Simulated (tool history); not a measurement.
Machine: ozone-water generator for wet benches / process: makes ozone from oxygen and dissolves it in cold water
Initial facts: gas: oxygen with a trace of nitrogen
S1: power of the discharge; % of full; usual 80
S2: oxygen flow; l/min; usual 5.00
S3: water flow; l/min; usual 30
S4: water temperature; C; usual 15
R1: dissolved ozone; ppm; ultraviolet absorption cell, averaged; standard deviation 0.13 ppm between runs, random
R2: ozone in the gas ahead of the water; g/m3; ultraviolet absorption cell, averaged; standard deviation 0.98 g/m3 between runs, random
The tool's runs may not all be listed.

run,hour,S1,S2,S3,S4,R1,R2
1,0.0,80,5.00,30,15,12.9,170.2
2,16.7,80,5.00,30,13,13.0,167.5
3,35.1,80,5.00,30,13,12.7,167.4
4,57.7,80,5.00,30,13,12.8,167.1
5,72.7,94,5.00,30,15,14.1,187.3
6,101.6,80,5.00,36,15,10.9,168.4
7,126.4,80,5.00,30,15,12.6,170.0
8,156.7,80,5.00,30,15,12.4,169.0
9,186.0,80,5.00,30,15,12.4,168.4
10,214.5,80,5.00,30,15,12.5,168.0
11,244.2,80,5.00,30,15,12.5,167.6
12,263.9,80,5.00,30,15,12.7,169.2
13,296.0,80,5.00,30,15,12.3,168.9
# hour 298.6: water thermometer calibrated
14,325.9,80,5.00,30,15,12.5,169.5
15,339.3,80,5.00,30,15,12.5,169.3
16,360.0,80,5.00,30,15,12.3,168.1
# hour 374.3: water thermometer calibrated, once more
17,387.5,80,5.00,30,15,12.4,168.6
18,406.9,61,5.00,33,15,9.5,141.3
19,425.6,66,5.02,30,15,11.0,148.4
20,456.0,66,5.02,30,15,11.0,146.0
21,475.9,46,5.00,30,15,8.6,117.3
22,506.1,46,5.00,30,15,8.6,115.8
23,531.7,67,8.00,30,15,11.5,117.1
24,561.0,67,8.00,30,15,11.6,117.6
25,593.0,52,7.81,39,8,8.3,99.9
26,612.0,52,7.81,39,8,8.4,100.7
27,641.6,52,7.81,39,8,8.6,99.3
28,662.9,42,5.00,18,9,13.2,110.2
29,677.6,42,5.00,18,9,13.1,109.8
30,694.1,41,5.00,30,9,8.5,107.0
31,723.8,80,5.00,30,15,12.4,168.3
32,742.1,80,5.00,30,15,12.3,167.1

Below are 4 alternative next runs, each starting from the tool's condition after run 32. Predict each:
A,767.0,68,5.00,30,17,?,?
B,767.0,48,5.00,30,15,?,?
C,767.0,64,5.00,30,11,?,?
D,767.0,95,5.00,30,17,?,?

run,R1,R2
A,10.9,149.5
B,8.8,119.7
C,11.0,144.4
D,13.4,187.8
The same runs, with their run-to-run variation unchanged, on a tool lacking any hidden condition would have given:
run,R1,R2
A,11.7,150.9
B,9.4,120.5
C,11.7,145.7
D,14.4,189.8

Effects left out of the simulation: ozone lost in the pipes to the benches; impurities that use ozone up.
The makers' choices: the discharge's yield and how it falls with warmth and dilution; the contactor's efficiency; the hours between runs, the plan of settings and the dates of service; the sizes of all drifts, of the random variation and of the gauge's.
